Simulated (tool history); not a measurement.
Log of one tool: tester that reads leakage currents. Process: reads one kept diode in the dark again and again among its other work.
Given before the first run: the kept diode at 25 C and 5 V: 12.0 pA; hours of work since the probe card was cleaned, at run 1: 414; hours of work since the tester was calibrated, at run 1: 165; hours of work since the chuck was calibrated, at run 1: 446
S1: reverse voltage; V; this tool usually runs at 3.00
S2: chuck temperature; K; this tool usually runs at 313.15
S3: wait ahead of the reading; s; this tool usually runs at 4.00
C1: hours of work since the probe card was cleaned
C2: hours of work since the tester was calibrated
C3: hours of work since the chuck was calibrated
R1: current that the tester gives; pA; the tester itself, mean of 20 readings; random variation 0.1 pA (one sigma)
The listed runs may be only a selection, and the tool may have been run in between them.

run,hour,S1,S2,S3,C1,C2,C3,R1
1,0.0,3.00,313.15,4.00,414,165,446,34.76
2,30.9,3.00,313.15,4.00,438,189,471,35.00
3,48.1,3.00,313.15,4.00,452,203,484,35.17
4,77.1,3.00,313.15,4.00,475,226,507,35.55
5,96.9,3.00,313.15,4.00,491,242,523,35.48
6,126.6,3.00,313.15,4.00,514,265,546,35.98
7,149.3,3.00,313.15,4.00,532,283,564,36.41
# hour 162.9: chuck's temperature calibrated
8,169.4,3.00,313.15,4.00,546,298,5,32.77
9,202.1,3.00,313.15,4.00,572,323,31,32.87
10,217.8,3.00,313.15,9.87,585,336,43,33.09
11,248.8,3.00,313.15,9.87,609,360,68,33.25
12,279.5,3.00,313.15,9.87,634,385,92,33.50
13,299.0,3.00,313.15,9.87,649,400,108,33.91
14,313.1,3.00,313.15,9.87,660,411,119,33.88
15,345.0,3.00,313.15,9.87,686,437,144,34.42
16,363.4,3.00,313.15,9.87,700,451,159,34.61
17,384.1,3.00,313.15,9.87,716,468,175,34.79
18,402.1,3.00,313.15,9.87,731,482,189,34.84
19,431.9,3.00,313.15,9.87,754,505,213,35.01
20,454.8,3.00,313.15,9.87,772,523,231,35.15
21,475.8,1.43,309.15,1.56,789,540,248,20.41
22,500.0,8.58,297.15,6.57,808,559,267,29.41
23,526.2,3.00,299.15,4.00,829,580,288,16.99
24,553.0,13.91,303.15,0.78,850,601,309,55.89
25,578.8,11.35,323.15,0.78,871,622,329,119.59
26,600.8,8.00,303.15,2.51,888,639,347,37.82
27,620.8,9.09,333.15,0.71,904,655,362,182.82
28,651.8,10.57,313.15,2.39,928,679,387,71.42
29,678.3,3.00,301.15,4.00,949,700,408,19.89
30,706.9,5.96,295.15,4.09,972,723,431,23.74
31,732.2,13.06,313.15,4.56,992,743,451,81.79
32,748.3,4.21,298.15,0.37,1005,756,463,24.18
33,780.8,5.42,295.15,4.00,1031,782,489,22.99
34,802.3,1.24,298.15,3.37,1048,799,506,11.09
35,830.7,1.12,295.15,1.58,1070,821,529,9.17
36,848.3,3.00,295.15,4.00,1084,835,543,16.29
37,866.6,17.63,317.15,6.05,1098,850,557,120.49
# hour 890.5: chuck's temperature calibrated
38,901.0,18.01,295.15,7.16,1124,875,8,57.32
39,921.3,18.01,295.15,7.16,1140,891,24,57.96

Forecast each of these 5 alternatives for the next run:
A,939.5,2.52,320.15,6.65,1155,906,39,?
B,939.5,2.53,313.15,1.62,1155,906,39,?
C,939.5,10.94,297.15,0.83,1155,906,39,?
D,939.5,16.73,313.15,4.00,1155,906,39,?
E,939.5,3.00,313.15,8.60,1155,906,39,?

run,R1
A,49.29
B,33.47
C,44.11
D,94.37
E,35.94
With the hidden condition removed and each run's random variation left untouched, the same runs would have given:
run,R1
A,43.07
B,27.36
C,18.23
D,54.66
E,28.73

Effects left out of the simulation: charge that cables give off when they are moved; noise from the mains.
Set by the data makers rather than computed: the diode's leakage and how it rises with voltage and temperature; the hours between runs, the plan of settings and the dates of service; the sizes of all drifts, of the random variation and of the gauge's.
